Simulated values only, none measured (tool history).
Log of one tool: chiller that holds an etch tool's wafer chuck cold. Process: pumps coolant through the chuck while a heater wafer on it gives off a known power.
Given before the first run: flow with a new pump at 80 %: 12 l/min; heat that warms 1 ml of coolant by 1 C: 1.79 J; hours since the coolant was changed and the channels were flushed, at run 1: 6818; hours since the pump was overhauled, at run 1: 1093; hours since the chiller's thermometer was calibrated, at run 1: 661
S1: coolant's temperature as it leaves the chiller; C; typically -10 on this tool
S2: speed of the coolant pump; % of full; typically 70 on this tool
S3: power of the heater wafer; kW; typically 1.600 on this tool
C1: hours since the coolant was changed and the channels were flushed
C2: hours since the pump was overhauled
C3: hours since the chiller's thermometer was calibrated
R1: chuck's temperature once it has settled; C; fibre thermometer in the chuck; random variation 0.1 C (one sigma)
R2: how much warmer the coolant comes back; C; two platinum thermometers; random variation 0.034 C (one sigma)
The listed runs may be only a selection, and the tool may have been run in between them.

run 1 hour=0.0 | S1=-10 S2=70 S3=1.600 | C1=6818 C2=1093 C3=661 | R1=2.0 R2=5.05
run 2 hour=33.0 | S1=-10 S2=70 S3=1.014 | C1=6851 C2=1126 C3=694 | R1=-2.3 R2=3.30
run 3 hour=68.1 | S1=-10 S2=70 S3=1.014 | C1=6886 C2=1161 C3=729 | R1=-2.5 R2=3.27
run 4 hour=100.7 | S1=-10 S2=70 S3=1.014 | C1=6918 C2=1194 C3=762 | R1=-2.4 R2=3.19
run 5 hour=135.9 | S1=-10 S2=70 S3=1.014 | C1=6954 C2=1229 C3=797 | R1=-2.3 R2=3.22
run 6 hour=156.9 | S1=-10 S2=70 S3=1.014 | C1=6975 C2=1250 C3=818 | R1=-2.4 R2=3.23
run 7 hour=171.7 | S1=-10 S2=70 S3=1.014 | C1=6989 C2=1265 C3=833 | R1=-2.2 R2=3.25
run 8 hour=188.1 | S1=-10 S2=70 S3=0.841 | C1=7006 C2=1281 C3=849 | R1=-3.7 R2=2.67
run 9 hour=219.7 | S1=-10 S2=70 S3=0.841 | C1=7038 C2=1313 C3=881 | R1=-3.6 R2=2.72
run 10 hour=253.0 | S1=-10 S2=70 S3=1.600 | C1=7071 C2=1346 C3=914 | R1=2.1 R2=5.09
run 11 hour=276.9 | S1=-10 S2=70 S3=1.600 | C1=7095 C2=1370 C3=938 | R1=2.0 R2=5.06
run 12 hour=292.1 | S1=-17 S2=70 S3=1.600 | C1=7110 C2=1385 C3=953 | R1=-5.1 R2=5.10
run 13 hour=320.5 | S1=-17 S2=70 S3=1.600 | C1=7138 C2=1414 C3=982 | R1=-5.1 R2=5.09
run 14 hour=354.2 | S1=-10 S2=70 S3=1.600 | C1=7172 C2=1447 C3=1015 | R1=1.9 R2=5.05
run 15 hour=372.0 | S1=-17 S2=76 S3=1.089 | C1=7190 C2=1465 C3=1033 | R1=-9.2 R2=3.22
run 16 hour=401.7 | S1=-1 S2=88 S3=1.633 | C1=7219 C2=1495 C3=1063 | R1=9.5 R2=4.20
run 17 hour=435.7 | S1=-10 S2=96 S3=1.570 | C1=7253 C2=1529 C3=1097 | R1=-0.2 R2=3.65
run 18 hour=454.7 | S1=-1 S2=100 S3=1.215 | C1=7273 C2=1548 C3=1116 | R1=6.3 R2=2.78
run 19 hour=482.6 | S1=-1 S2=100 S3=1.215 | C1=7300 C2=1576 C3=1144 | R1=6.2 R2=2.72
run 20 hour=502.6 | S1=-10 S2=90 S3=1.896 | C1=7320 C2=1596 C3=1164 | R1=2.0 R2=4.71
run 21 hour=529.7 | S1=-1 S2=99 S3=1.859 | C1=7348 C2=1623 C3=1191 | R1=10.3 R2=4.18

What does the tool deliver on the next run?
run 22 hour=556.9 | S1=-1 S2=99 S3=1.859 | C1=7375 C2=1650 C3=1218 | R1=? R2=?

For run 22 the tool returned R1 10.1 C, R2 4.25 C.
Without the tool's hidden state the same run would have given R1 10.1 C, R2 4.25 C.
